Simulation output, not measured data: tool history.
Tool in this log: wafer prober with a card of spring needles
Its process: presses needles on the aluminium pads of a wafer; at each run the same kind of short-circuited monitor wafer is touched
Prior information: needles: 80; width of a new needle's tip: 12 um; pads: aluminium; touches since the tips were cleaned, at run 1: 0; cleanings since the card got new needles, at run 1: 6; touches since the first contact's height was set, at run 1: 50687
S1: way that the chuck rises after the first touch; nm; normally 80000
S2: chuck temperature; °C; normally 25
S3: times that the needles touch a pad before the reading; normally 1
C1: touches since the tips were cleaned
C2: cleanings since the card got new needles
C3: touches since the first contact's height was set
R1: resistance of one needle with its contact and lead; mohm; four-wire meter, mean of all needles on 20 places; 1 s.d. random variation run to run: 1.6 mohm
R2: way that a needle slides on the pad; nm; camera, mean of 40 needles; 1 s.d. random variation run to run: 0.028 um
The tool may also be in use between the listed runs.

Run 1, hour 0: usual settings; C1 0; C2 6; C3 50687. Result: R1 154 mohm, R2 14370 nm.
Run 2, hour 13.3: usual settings but S1 81000 nm; C1 6019; C2 6; C3 56706. Result: R1 193 mohm, R2 14640 nm.
At hour 17.5: tips cleaned on abrasive film.
Run 3, hour 20.3: usual settings; C1 1267; C2 7; C3 59816. Result: R1 207 mohm, R2 14440 nm.
Run 4, hour 27: usual settings but S1 78000 nm; C1 4298; C2 7; C3 62847. Result: R1 204 mohm, R2 14060 nm.
Run 5, hour 33.9: usual settings but S3 2; C1 7402; C2 7; C3 65951. Result: R1 178 mohm, R2 14380 nm.
At hour 34.6: tips cleaned on abrasive film.
Run 6, hour 41.8: usual settings but S3 2; C1 3224; C2 8; C3 69445. Result: R1 174 mohm, R2 14400 nm.
Run 7, hour 48.3: usual settings but S3 2; C1 6164; C2 8; C3 72385. Result: R1 175 mohm, R2 14420 nm.
At hour 52.1: tips cleaned on abrasive film.
Run 8, hour 54.3: usual settings but S3 2; C1 989; C2 9; C3 75044. Result: R1 161 mohm, R2 14410 nm.
Run 9, hour 62.4: usual settings but S3 2; C1 4645; C2 9; C3 78700. Result: R1 177 mohm, R2 14400 nm.
At hour 69: tips cleaned on abrasive film, once more.
Run 10, hour 72: usual settings but S3 2; C1 1343; C2 10; C3 82996. Result: R1 164 mohm, R2 14330 nm.
Run 11, hour 79.8: usual settings but S2 45 °C; C1 4857; C2 10; C3 86510. Result: R1 197 mohm, R2 14410 nm.
At hour 86.7: tips cleaned on abrasive film.
Run 12, hour 88.4: usual settings but S2 45 °C; C1 733; C2 11; C3 90334. Result: R1 168 mohm, R2 14410 nm.
Run 13, hour 101.5: usual settings but S1 69000 nm; C1 6678; C2 11; C3 96279. Result: R1 217 mohm, R2 12390 nm.
At hour 104: tips cleaned on abrasive film.
Run 14, hour 107.1: usual settings but S2 118 °C, S3 3; C1 1410; C2 12; C3 98750. Result: R1 173 mohm, R2 14350 nm.
Run 15, hour 113.5: usual settings but S2 56 °C, S3 2; C1 4273; C2 12; C3 101613. Result: R1 180 mohm, R2 14350 nm.
At hour 122.2: tips cleaned on abrasive film.
Run 16, hour 122.8: usual settings but S1 81000 nm; C1 292; C2 13; C3 105789. Result: R1 158 mohm, R2 14510 nm.
Run 17, hour 133.9: usual settings but S1 74000 nm, S3 2; C1 5306; C2 13; C3 110803. Result: R1 182 mohm, R2 13270 nm.
At hour 139.4: tips cleaned on abrasive film.
Run 18, hour 139.4: usual settings but S3 2; C1 0; C2 14; C3 113216. Result: R1 151 mohm, R2 14380 nm.
Run 19, hour 149.5: usual settings but S3 2; C1 4546; C2 14; C3 117762. Result: R1 176 mohm, R2 14330 nm.
At hour 157.3: tips cleaned on abrasive film.
Run 20, hour 161.2: usual settings but S3 2; C1 1762; C2 15; C3 123012. Result: R1 173 mohm, R2 14320 nm.
Run 21, hour 167.7: usual settings but S1 64000 nm, S2 79 °C; C1 4716; C2 15; C3 125966. Result: R1 226 mohm, R2 11510 nm.
At hour 174.4: tips cleaned on abrasive film.
Run 22, hour 175.6: usual settings but S1 64000 nm, S2 79 °C; C1 544; C2 16; C3 129461. Result: R1 180 mohm, R2 11460 nm.
Run 23, hour 186.5: usual settings but S1 64000 nm, S2 79 °C; C1 5456; C2 16; C3 134373. Result: R1 226 mohm, R2 11480 nm.
At hour 192.1: tips cleaned on abrasive film.
Run 24, hour 195.4: usual settings but S1 69000 nm, S2 71 °C; C1 1501; C2 17; C3 138367. Result: R1 199 mohm, R2 12350 nm.
Run 25, hour 202.6: usual settings but S1 69000 nm, S2 71 °C; C1 4755; C2 17; C3 141621. Result: R1 212 mohm, R2 12380 nm.

4 options for the next run, each taken on its own from the tool as it stands now. Forecast them:
At hour 209.9: tips cleaned on abrasive film.
Run A, hour 210.5: usual settings but S2 61 °C; C1 263; C2 18; C3 145117. Result: R1 ?, R2 ?.
At hour 209.9: tips cleaned on abrasive film.
Run B, hour 210.5: usual settings but S1 85000 nm, S2 49 °C, S3 2; C1 263; C2 18; C3 145117. Result: R1 ?, R2 ?.
At hour 209.9: tips cleaned on abrasive film.
Run C, hour 210.5: usual settings but S1 61000 nm, S2 74 °C; C1 263; C2 18; C3 145117. Result: R1 ?, R2 ?.
At hour 209.9: tips cleaned on abrasive film.
Run D, hour 210.5: usual settings but S1 69000 nm, S2 71 °C, S3 2; C1 263; C2 18; C3 145117. Result: R1 ?, R2 ?.

run   R1     R2
  A  163  14330
  B  158  15210
  C  175  10870
  D  164  12340
Stripped of hidden state, with their random variation kept, the same runs would have yielded:
run   R1     R2
  A  153  14460
  B  152  15350
  C  160  11000
  D  156  12470
